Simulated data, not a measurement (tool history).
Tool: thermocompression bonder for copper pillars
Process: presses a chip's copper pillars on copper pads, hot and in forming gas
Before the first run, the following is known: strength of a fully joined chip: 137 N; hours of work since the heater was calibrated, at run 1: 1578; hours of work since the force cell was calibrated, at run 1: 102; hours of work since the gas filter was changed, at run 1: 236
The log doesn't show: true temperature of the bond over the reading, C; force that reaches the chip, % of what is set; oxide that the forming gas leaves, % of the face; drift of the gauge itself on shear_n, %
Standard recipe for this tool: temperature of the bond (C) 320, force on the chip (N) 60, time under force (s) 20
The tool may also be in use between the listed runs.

| run | hour | temperature of the bond (C) | force on the chip (N) | time under force (s) | hours of work since the heater was calibrated | hours of work since the force cell was calibrated | hours of work since the gas filter was changed | force that shears a chip off (N) |
|---|---|---|---|---|---|---|---|---|
| 1 | 0.0 | 320 | 60 | 20 | 1578 | 102 | 236 | 74.9 |
| 2 | 73.7 | 320 | 60 | 12 | 1615 | 140 | 273 | 62.4 |
| 3 | 137.5 | 320 | 60 | 20 | 1648 | 172 | 306 | 73.3 |
|  | 163.4 | forming gas filter changed |
| 4 | 206.7 | 320 | 60 | 20 | 1683 | 207 | 22 | 83.7 |
| 5 | 291.8 | 320 | 64 | 20 | 1726 | 251 | 65 | 83.9 |
| 6 | 341.3 | 320 | 60 | 12 | 1751 | 276 | 91 | 68.1 |
|  | 375.1 | heater calibrated with a thermocouple chip |
| 7 | 409.8 | 320 | 60 | 12 | 18 | 310 | 124 | 73.0 |
| 8 | 473.5 | 320 | 60 | 20 | 50 | 342 | 157 | 83.8 |
| 9 | 510.1 | 320 | 60 | 20 | 69 | 361 | 176 | 83.8 |
| 10 | 577.1 | 320 | 60 | 20 | 103 | 395 | 210 | 84.0 |
| 11 | 661.3 | 320 | 60 | 20 | 146 | 438 | 253 | 81.5 |
| 12 | 745.2 | 320 | 74 | 20 | 189 | 480 | 295 | 87.0 |
|  | 791.9 | forming gas filter changed |
| 13 | 824.2 | 320 | 74 | 20 | 229 | 520 | 16 | 92.6 |
| 14 | 883.4 | 320 | 74 | 20 | 259 | 551 | 47 | 92.5 |
| 15 | 956.3 | 320 | 74 | 20 | 296 | 588 | 84 | 93.2 |
| 16 | 1034.8 | 320 | 74 | 20 | 336 | 628 | 124 | 91.3 |
| 17 | 1089.0 | 320 | 74 | 20 | 363 | 655 | 151 | 89.1 |
| 18 | 1170.0 | 306 | 74 | 20 | 405 | 697 | 193 | 79.1 |
| 19 | 1231.1 | 320 | 60 | 20 | 436 | 728 | 224 | 84.1 |
| 20 | 1273.8 | 333 | 78 | 18 | 458 | 749 | 245 | 94.2 |
| 21 | 1353.0 | 333 | 78 | 18 | 498 | 790 | 286 | 91.5 |
|  | 1366.3 | force cell calibrated |
| 22 | 1401.8 | 308 | 44 | 22 | 522 | 18 | 310 | 63.7 |
|  | 1416.8 | forming gas filter changed |
| 23 | 1466.3 | 308 | 44 | 22 | 555 | 51 | 25 | 69.8 |
| 24 | 1543.0 | 326 | 52 | 22 | 594 | 90 | 64 | 88.4 |
| 25 | 1593.9 | 306 | 60 | 29 | 620 | 116 | 90 | 81.3 |
| 26 | 1675.9 | 306 | 60 | 29 | 661 | 157 | 132 | 81.9 |
| 27 | 1747.6 | 341 | 61 | 33 | 698 | 194 | 169 | 107.0 |
| 28 | 1823.5 | 341 | 61 | 33 | 737 | 233 | 207 | 107.1 |
| 29 | 1896.3 | 294 | 60 | 36 | 774 | 270 | 244 | 74.5 |
| 30 | 1941.9 | 302 | 60 | 17 | 797 | 293 | 268 | 62.7 |
| 31 | 2020.5 | 331 | 48 | 17 | 837 | 333 | 308 | 74.9 |
|  | 2041.0 | forming gas filter changed |
| 32 | 2059.1 | 320 | 60 | 23 | 856 | 352 | 9 | 89.7 |
| 33 | 2115.9 | 301 | 60 | 22 | 885 | 381 | 38 | 73.0 |
| 34 | 2195.9 | 311 | 74 | 30 | 926 | 422 | 79 | 93.5 |
| 35 | 2272.4 | 294 | 60 | 20 | 965 | 461 | 118 | 63.0 |
| 36 | 2340.6 | 294 | 60 | 20 | 1000 | 496 | 153 | 61.5 |
| 37 | 2377.0 | 349 | 43 | 20 | 1018 | 514 | 171 | 90.9 |
| 38 | 2418.7 | 349 | 43 | 20 | 1040 | 536 | 192 | 89.6 |

Measured result minus the same run's result without the hidden state. Both carry the same run-to-run variation, though not necessarily the same gauge scatter:
| run | force that shears a chip off (N) |
|---|---|
| 1 | -12.0 |
| 2 | -12.0 |
| 3 | -14.4 |
| 4 | -6.3 |
| 5 | -7.6 |
| 6 | -7.6 |
| 7 | -2.5 |
| 8 | -4.0 |
| 9 | -4.7 |
| 10 | -5.7 |
| 11 | -7.0 |
| 12 | -9.2 |
| 13 | -0.7 |
| 14 | -1.6 |
| 15 | -2.9 |
| 16 | -4.2 |
| 17 | -4.8 |
| 18 | -5.7 |
| 19 | -6.9 |
| 20 | -8.5 |
| 21 | -9.6 |
| 22 | -8.6 |
| 23 | -2.5 |
| 24 | -3.8 |
| 25 | -4.5 |
| 26 | -5.8 |
| 27 | -7.7 |
| 28 | -9.4 |
| 29 | -8.9 |
| 30 | -8.3 |
| 31 | -10.5 |
| 32 | -2.9 |
| 33 | -3.8 |
| 34 | -5.1 |
| 35 | -5.4 |
| 36 | -6.2 |
| 37 | -7.6 |
| 38 | -8.3 |

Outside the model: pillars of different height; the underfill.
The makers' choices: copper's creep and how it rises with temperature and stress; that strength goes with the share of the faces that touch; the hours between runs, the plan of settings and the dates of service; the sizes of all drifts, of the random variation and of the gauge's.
